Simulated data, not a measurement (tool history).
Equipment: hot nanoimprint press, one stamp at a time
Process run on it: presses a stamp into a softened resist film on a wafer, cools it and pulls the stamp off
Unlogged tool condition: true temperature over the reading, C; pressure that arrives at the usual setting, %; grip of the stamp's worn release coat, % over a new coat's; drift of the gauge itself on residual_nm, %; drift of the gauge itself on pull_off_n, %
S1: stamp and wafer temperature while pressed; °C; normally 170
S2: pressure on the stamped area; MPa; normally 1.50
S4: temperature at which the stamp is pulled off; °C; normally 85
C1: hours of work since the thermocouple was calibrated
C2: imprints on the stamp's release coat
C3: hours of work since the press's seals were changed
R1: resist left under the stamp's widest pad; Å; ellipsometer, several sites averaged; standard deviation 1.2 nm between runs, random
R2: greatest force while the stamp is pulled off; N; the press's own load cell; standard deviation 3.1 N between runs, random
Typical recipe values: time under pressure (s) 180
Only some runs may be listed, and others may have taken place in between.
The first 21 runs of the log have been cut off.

run 22 hour=332.0 | S1=170 S2=1.50 time_under_pressure_(s)=180 S4=91 | C1=22 C2=128 C3=461 | R1=1965 R2=126
run 23 hour=341.0 | S1=170 S2=1.50 time_under_pressure_(s)=180 S4=91 | C1=27 C2=160 C3=467 | R1=1947 R2=130
run 24 hour=352.7 | S1=173 S2=1.50 time_under_pressure_(s)=180 S4=90 | C1=35 C2=201 C3=475 | R1=1605 R2=134
run 25 hour=364.4 | S1=173 S2=1.50 time_under_pressure_(s)=180 S4=90 | C1=42 C2=242 C3=482 | R1=1607 R2=138
run 26 hour=373.9 | S1=173 S2=1.50 time_under_pressure_(s)=180 S4=90 | C1=48 C2=275 C3=488 | R1=1605 R2=136
run 27 hour=391.4 | S1=173 S2=1.50 time_under_pressure_(s)=180 S4=90 | C1=59 C2=337 C3=499 | R1=1603 R2=139
run 28 hour=402.6 | S1=173 S2=1.02 time_under_pressure_(s)=180 S4=90 | C1=67 C2=376 C3=506 | R1=1916 R2=145
run 29 hour=420.9 | S1=170 S2=2.00 time_under_pressure_(s)=180 S4=75 | C1=78 C2=441 C3=518 | R1=1713 R2=215
run 30 hour=433.5 | S1=170 S2=1.50 time_under_pressure_(s)=186 S4=83 | C1=86 C2=485 C3=526 | R1=1916 R2=182

Forecast each of these 3 alternatives for the next run:
run A hour=444.6 | S1=170 S2=1.07 time_under_pressure_(s)=321 S4=83 | C1=93 C2=524 C3=533 | R1=? R2=?
run B hour=444.6 | S1=164 S2=1.13 time_under_pressure_(s)=316 S4=85 | C1=93 C2=524 C3=533 | R1=? R2=?
run C hour=444.6 | S1=172 S2=1.50 time_under_pressure_(s)=186 S4=83 | C1=93 C2=524 C3=533 | R1=? R2=?

run=A R1=1770 R2=181
run=B R1=2546 R2=173
run=C R1=1679 R2=187
Had the tool no hidden state, the same runs would have come out as:
run=A R1=1789 R2=151
run=B R1=2573 R2=144
run=C R1=1686 R2=157

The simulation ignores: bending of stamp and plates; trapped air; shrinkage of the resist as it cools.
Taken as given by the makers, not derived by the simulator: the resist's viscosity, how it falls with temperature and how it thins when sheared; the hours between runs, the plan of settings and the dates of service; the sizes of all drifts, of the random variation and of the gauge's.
